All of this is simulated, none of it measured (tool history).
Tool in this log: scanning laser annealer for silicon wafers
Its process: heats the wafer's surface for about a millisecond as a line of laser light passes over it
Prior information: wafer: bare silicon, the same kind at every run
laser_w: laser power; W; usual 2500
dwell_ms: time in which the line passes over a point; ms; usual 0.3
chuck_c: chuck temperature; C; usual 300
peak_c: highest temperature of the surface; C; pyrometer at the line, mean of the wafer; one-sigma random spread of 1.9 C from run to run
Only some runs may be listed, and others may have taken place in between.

run	hour	laser_w	dwell_ms	chuck_c	peak_c
1	0	2500	0.3	300	1115
2	66.3	2357	0.3	300	1054
3	117.2	2500	0.3	300	1111
4	160.8	2500	0.3	300	1114
5	198.6	2500	0.3	300	1108
6	253.4	2500	0.3	300	1104
7	319.8	2500	0.3	300	1100
8	352.3	2500	0.211	300	964
9	401.1	2500	0.3	300	1101
10	460	2500	0.3	300	1096
11	518.2	2500	0.3	300	1098
12	580.4	2500	0.3	300	1126
13	629.3	2500	0.3	300	1127
14	685.5	2500	0.3	300	1124
15	719.1	2500	0.3	300	1123
16	769.5	2500	0.262	300	1068
17	825.5	2500	0.3	273	1096
18	894.2	2500	0.218	273	965
19	947.2	2500	0.3	300	1121
20	1011.8	2500	0.3	300	1117
21	1087.8	2500	0.334	300	1165
22	1136.7	2416	0.3	300	1078
23	1200	2749	0.3	284	1200
24	1248.8	2223	0.267	271	924
25	1294.6	2709	0.364	317	1309
26	1357.8	2363	0.37	317	1182
27	1420.1	2436	0.351	302	1173
28	1495.9	2129	0.3	321	994
29	1573.5	2129	0.3	301	975
30	1638.8	2514	0.306	301	1146
31	1691.1	2146	0.289	300	964
32	1745.6	2146	0.289	300	962
33	1816.8	2146	0.289	300	957
34	1872.1	2146	0.289	300	957
35	1927.9	2146	0.289	300	954
36	1966.3	2154	0.347	291	1016
37	2001.6	2154	0.347	291	1014
38	2048.7	2154	0.347	291	1014
39	2093.7	2632	0.328	300	1208
40	2142.4	2632	0.328	300	1207
41	2215.4	2209	0.328	300	1047
42	2292.7	2209	0.328	300	1045

Taken out of this log: 4 entries between the listed runs. Where each belongs, and how the hidden state differs across it:
Between runs 5 and 6: window over the wafer cleaned (hour 253.4)
  light that passes the window, % of a clean one's: 97.73 -> 97.3; laser's true power over the reading, %: 1.07 -> 1.09; width of the line over the set one, %: 0.39 -> 0.42
  measured less the result without the state, peak_c: -15 -> -20 C
Between runs 11 and 12: window over the wafer cleaned, once more (hour 525.4)
  light that passes the window, % of a clean one's: 96.56 -> 99.64; laser's true power over the reading, %: 1.18 -> 1.2; width of the line over the set one, %: 0.55 -> 0.58
  measured less the result without the state, peak_c: -27 -> +5 C
Between runs 25 and 26: window over the wafer cleaned (hour 1357.8)
  light that passes the window, % of a clean one's: 97.6 -> 99.98; laser's true power over the reading, %: 1.47 -> 1.5; width of the line over the set one, %: 0.93 -> 0.96
  measured less the result without the state, peak_c: -19 -> +10 C
Between runs 40 and 41: window over the wafer cleaned (hour 2194.1)
  light that passes the window, % of a clean one's: 97.76 -> 99.93; laser's true power over the reading, %: 1.79 -> 1.82; width of the line over the set one, %: 1.34 -> 1.37
  measured less the result without the state, peak_c: -15 -> +9 C

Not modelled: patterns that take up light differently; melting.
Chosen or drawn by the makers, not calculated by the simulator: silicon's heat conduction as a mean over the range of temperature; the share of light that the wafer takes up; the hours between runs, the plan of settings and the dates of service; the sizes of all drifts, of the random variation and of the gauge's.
